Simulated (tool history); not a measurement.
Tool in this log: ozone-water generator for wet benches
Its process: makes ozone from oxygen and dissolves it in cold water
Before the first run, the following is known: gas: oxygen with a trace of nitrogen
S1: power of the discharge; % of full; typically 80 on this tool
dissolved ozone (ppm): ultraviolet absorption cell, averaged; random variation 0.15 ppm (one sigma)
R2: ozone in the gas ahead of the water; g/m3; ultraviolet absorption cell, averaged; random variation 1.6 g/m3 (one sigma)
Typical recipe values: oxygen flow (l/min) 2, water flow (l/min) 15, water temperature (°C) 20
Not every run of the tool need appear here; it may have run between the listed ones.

run 1 hour=0 | S1=80 oxygen_flow_(l/min)=2 water_flow_(l/min)=15 water_temperature_(°C)=20 | dissolved_ozone_(ppm)=18.2 R2=295.4
run 2 hour=42.2 | S1=80 oxygen_flow_(l/min)=2 water_flow_(l/min)=15 water_temperature_(°C)=20 | dissolved_ozone_(ppm)=18 R2=295.1
run 3 hour=66.9 | S1=80 oxygen_flow_(l/min)=2 water_flow_(l/min)=19 water_temperature_(°C)=20 | dissolved_ozone_(ppm)=14 R2=292.8
run 4 hour=107.9 | S1=80 oxygen_flow_(l/min)=2 water_flow_(l/min)=15 water_temperature_(°C)=20 | dissolved_ozone_(ppm)=18 R2=295.3
run 5 hour=135.8 | S1=80 oxygen_flow_(l/min)=2 water_flow_(l/min)=15 water_temperature_(°C)=20 | dissolved_ozone_(ppm)=18 R2=292.4
run 6 hour=156.7 | S1=80 oxygen_flow_(l/min)=2 water_flow_(l/min)=15 water_temperature_(°C)=20 | dissolved_ozone_(ppm)=18.1 R2=291
run 7 hour=191 | S1=80 oxygen_flow_(l/min)=2 water_flow_(l/min)=15 water_temperature_(°C)=20 | dissolved_ozone_(ppm)=18 R2=294.5
run 8 hour=220.3 | S1=80 oxygen_flow_(l/min)=2 water_flow_(l/min)=15 water_temperature_(°C)=20 | dissolved_ozone_(ppm)=17.9 R2=293.8
run 9 hour=257.5 | S1=80 oxygen_flow_(l/min)=2 water_flow_(l/min)=15 water_temperature_(°C)=20 | dissolved_ozone_(ppm)=17.9 R2=294
run 10 hour=300.3 | S1=80 oxygen_flow_(l/min)=2 water_flow_(l/min)=15 water_temperature_(°C)=20 | dissolved_ozone_(ppm)=17.9 R2=293.8
run 11 hour=319.7 | S1=90 oxygen_flow_(l/min)=2 water_flow_(l/min)=15 water_temperature_(°C)=20 | dissolved_ozone_(ppm)=19.2 R2=315.9
run 12 hour=349.8 | S1=80 oxygen_flow_(l/min)=2 water_flow_(l/min)=15 water_temperature_(°C)=27 | dissolved_ozone_(ppm)=16.6 R2=291
run 13 hour=392.1 | S1=80 oxygen_flow_(l/min)=2 water_flow_(l/min)=15 water_temperature_(°C)=27 | dissolved_ozone_(ppm)=16.4 R2=293.5
run 14 hour=421.5 | S1=57 oxygen_flow_(l/min)=2 water_flow_(l/min)=15 water_temperature_(°C)=20 | dissolved_ozone_(ppm)=14.2 R2=235.2
run 15 hour=441.5 | S1=57 oxygen_flow_(l/min)=2 water_flow_(l/min)=15 water_temperature_(°C)=20 | dissolved_ozone_(ppm)=14.2 R2=233.7
run 16 hour=461.2 | S1=80 oxygen_flow_(l/min)=2 water_flow_(l/min)=15 water_temperature_(°C)=19 | dissolved_ozone_(ppm)=17.7 R2=291.5
run 17 hour=485.1 | S1=80 oxygen_flow_(l/min)=2 water_flow_(l/min)=15 water_temperature_(°C)=20 | dissolved_ozone_(ppm)=17.6 R2=292.9
run 18 hour=519.7 | S1=60 oxygen_flow_(l/min)=2 water_flow_(l/min)=10 water_temperature_(°C)=20 | dissolved_ozone_(ppm)=21.5 R2=241.3
run 19 hour=563.3 | S1=60 oxygen_flow_(l/min)=2 water_flow_(l/min)=10 water_temperature_(°C)=20 | dissolved_ozone_(ppm)=21.2 R2=239.3
run 20 hour=593.9 | S1=60 oxygen_flow_(l/min)=2 water_flow_(l/min)=10 water_temperature_(°C)=20 | dissolved_ozone_(ppm)=21.2 R2=238.6
run 21 hour=626.7 | S1=60 oxygen_flow_(l/min)=2 water_flow_(l/min)=10 water_temperature_(°C)=20 | dissolved_ozone_(ppm)=21.4 R2=240.1
run 22 hour=663.2 | S1=80 oxygen_flow_(l/min)=2 water_flow_(l/min)=9 water_temperature_(°C)=14 | dissolved_ozone_(ppm)=30.2 R2=289.4
run 23 hour=682.2 | S1=80 oxygen_flow_(l/min)=2 water_flow_(l/min)=15 water_temperature_(°C)=25 | dissolved_ozone_(ppm)=16.3 R2=290.8
run 24 hour=705.3 | S1=80 oxygen_flow_(l/min)=2 water_flow_(l/min)=10 water_temperature_(°C)=26 | dissolved_ozone_(ppm)=23.7 R2=290.4
-- hour=708.9 water thermometer calibrated
run 25 hour=726.4 | S1=55 oxygen_flow_(l/min)=2.04 water_flow_(l/min)=9 water_temperature_(°C)=20 | dissolved_ozone_(ppm)=21.6 R2=224
run 26 hour=749.7 | S1=47 oxygen_flow_(l/min)=1.2 water_flow_(l/min)=18 water_temperature_(°C)=20 | dissolved_ozone_(ppm)=9.4 R2=280.4
run 27 hour=777.5 | S1=80 oxygen_flow_(l/min)=2 water_flow_(l/min)=15 water_temperature_(°C)=22 | dissolved_ozone_(ppm)=17.1 R2=287.9
-- hour=797.5 water thermometer calibrated, once more
run 28 hour=816.2 | S1=80 oxygen_flow_(l/min)=2 water_flow_(l/min)=10 water_temperature_(°C)=20 | dissolved_ozone_(ppm)=25.4 R2=289.1
run 29 hour=854 | S1=80 oxygen_flow_(l/min)=2 water_flow_(l/min)=16 water_temperature_(°C)=20 | dissolved_ozone_(ppm)=16.5 R2=289.5
run 30 hour=890.4 | S1=80 oxygen_flow_(l/min)=2 water_flow_(l/min)=17 water_temperature_(°C)=20 | dissolved_ozone_(ppm)=15.2 R2=283.5
run 31 hour=923.3 | S1=80 oxygen_flow_(l/min)=1.97 water_flow_(l/min)=20 water_temperature_(°C)=20 | dissolved_ozone_(ppm)=12.6 R2=288.4
run 32 hour=957.2 | S1=80 oxygen_flow_(l/min)=1.97 water_flow_(l/min)=20 water_temperature_(°C)=20 | dissolved_ozone_(ppm)=12.8 R2=287.7
run 33 hour=976.5 | S1=73 oxygen_flow_(l/min)=1.23 water_flow_(l/min)=14 water_temperature_(°C)=20 | dissolved_ozone_(ppm)=16.9 R2=366.7
run 34 hour=1003.5 | S1=73 oxygen_flow_(l/min)=1.23 water_flow_(l/min)=14 water_temperature_(°C)=20 | dissolved_ozone_(ppm)=16.5 R2=364.5

Measured less the same run without the tool's hidden state. The same run-to-run variation is in both; the gauge's scatter may not be:
Hidden state present: yield of the discharge, % of new electrodes'; contactor's efficiency, % of a clean one's; true water temperature over the reading, C; drift of the gauge itself on ozone_ppm, %; drift of the gauge itself on gas_g_m3, %.
run=1 dissolved_ozone_(ppm)=-1.1 R2=-3.7
run=2 dissolved_ozone_(ppm)=-1.2 R2=-4.1
run=3 dissolved_ozone_(ppm)=-1 R2=-4.3
run=4 dissolved_ozone_(ppm)=-1.2 R2=-4.6
run=5 dissolved_ozone_(ppm)=-1.2 R2=-4.8
run=6 dissolved_ozone_(ppm)=-1.2 R2=-5.1
run=7 dissolved_ozone_(ppm)=-1.3 R2=-5.4
run=8 dissolved_ozone_(ppm)=-1.3 R2=-5.6
run=9 dissolved_ozone_(ppm)=-1.4 R2=-5.9
run=10 dissolved_ozone_(ppm)=-1.4 R2=-6.3
run=11 dissolved_ozone_(ppm)=-1.5 R2=-7.5
run=12 dissolved_ozone_(ppm)=-1.4 R2=-6.7
run=13 dissolved_ozone_(ppm)=-1.3 R2=-7.1
run=14 dissolved_ozone_(ppm)=-1.1 R2=-4.7
run=15 dissolved_ozone_(ppm)=-1.1 R2=-4.7
run=16 dissolved_ozone_(ppm)=-1.5 R2=-7.7
run=17 dissolved_ozone_(ppm)=-1.5 R2=-7.9
run=18 dissolved_ozone_(ppm)=-1.6 R2=-5.5
run=19 dissolved_ozone_(ppm)=-1.6 R2=-5.8
run=20 dissolved_ozone_(ppm)=-1.6 R2=-5.9
run=21 dissolved_ozone_(ppm)=-1.7 R2=-6.1
run=22 dissolved_ozone_(ppm)=-2.5 R2=-9.4
run=23 dissolved_ozone_(ppm)=-1.6 R2=-9.6
run=24 dissolved_ozone_(ppm)=-2.2 R2=-9.8
run=25 dissolved_ozone_(ppm)=-1.7 R2=-5.9
run=26 dissolved_ozone_(ppm)=-0.9 R2=-6.6
run=27 dissolved_ozone_(ppm)=-1.7 R2=-10.4
run=28 dissolved_ozone_(ppm)=-2.3 R2=-10.7
run=29 dissolved_ozone_(ppm)=-1.7 R2=-11
run=30 dissolved_ozone_(ppm)=-1.7 R2=-11.3
run=31 dissolved_ozone_(ppm)=-1.4 R2=-11.7
run=32 dissolved_ozone_(ppm)=-1.5 R2=-11.9
run=33 dissolved_ozone_(ppm)=-1.7 R2=-14.7
run=34 dissolved_ozone_(ppm)=-1.7 R2=-14.8
